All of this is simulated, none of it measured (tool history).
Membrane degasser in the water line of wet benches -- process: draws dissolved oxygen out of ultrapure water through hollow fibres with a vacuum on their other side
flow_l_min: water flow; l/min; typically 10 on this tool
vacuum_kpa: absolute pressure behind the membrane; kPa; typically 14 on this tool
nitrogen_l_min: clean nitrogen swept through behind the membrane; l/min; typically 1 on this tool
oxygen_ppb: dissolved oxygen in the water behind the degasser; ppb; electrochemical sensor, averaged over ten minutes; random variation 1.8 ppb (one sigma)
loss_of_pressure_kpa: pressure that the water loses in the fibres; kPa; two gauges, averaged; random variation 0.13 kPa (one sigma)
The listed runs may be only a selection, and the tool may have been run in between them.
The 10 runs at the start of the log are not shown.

run,hour,flow_l_min,vacuum_kpa,nitrogen_l_min,oxygen_ppb,loss_of_pressure_kpa
11,1811.8,10,14,0.41,563.1,25.51
12,1998.7,10,16.6,1,320.2,25.56
13,2121.6,10,16.6,1,323.8,25.47
14,2367.6,7,14,1,183.5,17.9
15,2616,10,14,0.72,349.4,25.25
# hour 2742.4: gauge calibrated
16,2807.6,10,14,1,262.9,26.29
17,2946.9,10,10,1,173.9,25.84
18,3175.7,10,10,1,176.2,25.78
19,3336.5,7,14,2.03,94.3,18.02
20,3550.7,7,14,2.03,94.6,17.89
21,3674.7,7,19.8,0.41,601.8,18
22,3913.2,7,13.8,1.18,153.3,18.03
23,4074.6,10,17,1.13,299.4,25.63
24,4319.8,10,17,1.13,300.9,25.41
25,4480.5,12,10.7,1.66,166.9,30.76
26,4651.1,10,24.5,2.45,224.8,25.31
# hour 4753.7: seals of the vacuum lines changed
27,4791.6,7,22.1,1.53,209.6,17.79
28,4914.9,7,22.1,1.53,212.1,17.94
29,5016.3,7,22.1,1.53,206.7,17.83
30,5135.9,11,22.7,1.53,348.9,27.85
31,5355.1,9,14,2.2,117.4,22.78

Branching from run 31: 4 alternative next runs. What would each branch give?
A,5552.5,10,34.6,0.9,?,?
B,5552.5,9,14,1.93,?,?
C,5552.5,9,16.5,0.48,?,?
D,5552.5,9,32.1,1.65,?,?

run,oxygen_ppb,loss_of_pressure_kpa
A,769.6,25.19
B,132,23
C,541.7,22.69
D,377.5,22.56
Without the tool's unlogged condition, the same runs would have read:
run,oxygen_ppb,loss_of_pressure_kpa
A,769,25.86
B,131.7,23.6
C,541.2,23.29
D,377.2,23.16
